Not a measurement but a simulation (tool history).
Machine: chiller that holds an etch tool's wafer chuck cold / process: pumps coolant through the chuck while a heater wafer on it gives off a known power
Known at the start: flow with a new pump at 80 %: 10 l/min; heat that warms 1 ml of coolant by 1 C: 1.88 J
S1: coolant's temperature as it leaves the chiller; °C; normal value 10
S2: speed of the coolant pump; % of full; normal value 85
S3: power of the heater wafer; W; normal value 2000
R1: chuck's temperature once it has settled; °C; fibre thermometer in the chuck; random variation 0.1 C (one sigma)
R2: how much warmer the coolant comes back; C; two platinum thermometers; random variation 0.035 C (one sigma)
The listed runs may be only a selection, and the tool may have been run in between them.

run 1 hour=0 | S1=10 S2=85 S3=2000 | R1=25.1 R2=6.34
run 2 hour=62.2 | S1=10 S2=85 S3=1364 | R1=20.3 R2=4.4
run 3 hour=128.3 | S1=10 S2=85 S3=1364 | R1=20.5 R2=4.32
run 4 hour=193.5 | S1=10 S2=85 S3=2000 | R1=25.2 R2=6.35
run 5 hour=235.8 | S1=10 S2=85 S3=2000 | R1=25.1 R2=6.38
run 6 hour=295.8 | S1=10 S2=85 S3=2000 | R1=25.1 R2=6.44
run 7 hour=351.4 | S1=10 S2=85 S3=2000 | R1=25.3 R2=6.48
run 8 hour=405 | S1=9 S2=85 S3=2000 | R1=24.1 R2=6.41
run 9 hour=484.1 | S1=9 S2=85 S3=2000 | R1=24.1 R2=6.4
run 10 hour=538.7 | S1=9 S2=85 S3=2000 | R1=24.3 R2=6.42
run 11 hour=583.5 | S1=9 S2=85 S3=2000 | R1=24.3 R2=6.43
run 12 hour=666.8 | S1=9 S2=85 S3=2000 | R1=24.5 R2=6.47
run 13 hour=719.6 | S1=9 S2=66 S3=2000 | R1=27.1 R2=8.42
run 14 hour=757.7 | S1=16 S2=66 S3=1732 | R1=31.7 R2=7.25
run 15 hour=835.3 | S1=16 S2=66 S3=1732 | R1=31.8 R2=7.3
run 16 hour=907.3 | S1=16 S2=66 S3=1732 | R1=31.7 R2=7.28
run 17 hour=950 | S1=16 S2=66 S3=1732 | R1=31.6 R2=7.25
run 18 hour=1020.8 | S1=16 S2=66 S3=1732 | R1=30.5 R2=7.31
run 19 hour=1086.7 | S1=1 S2=70 S3=1443 | R1=12.9 R2=5.77
run 20 hour=1132.3 | S1=3 S2=73 S3=1259 | R1=13.1 R2=4.83

The log once held 2 entries between its listed runs, left out of this copy. Where does each go, and what is different about the tool's unlogged condition between the listed run before it and the listed run after it?
Run 11 -> run 12: chiller's thermometer calibrated (hour 649.4)
  heat passed by the chuck's channels, % of clean ones': 90.5 -> 90.2; flow at a given pump speed, % of a new pump's: 93.2 -> 93; coolant's true temperature over the reading, C: -0.06 -> 0.08
  measured result minus the result with no hidden state, R1: +1.6 -> +1.8 °C; R2: +0.44 -> +0.46 C
Run 17 -> run 18: coolant changed, channels flushed (hour 973.3)
  heat passed by the chuck's channels, % of clean ones': 89.5 -> 98.8; flow at a given pump speed, % of a new pump's: 92.3 -> 92.2
  measured result minus the result with no hidden state, R1: +1.9 -> +0.8 °C; R2: +0.56 -> +0.57 C
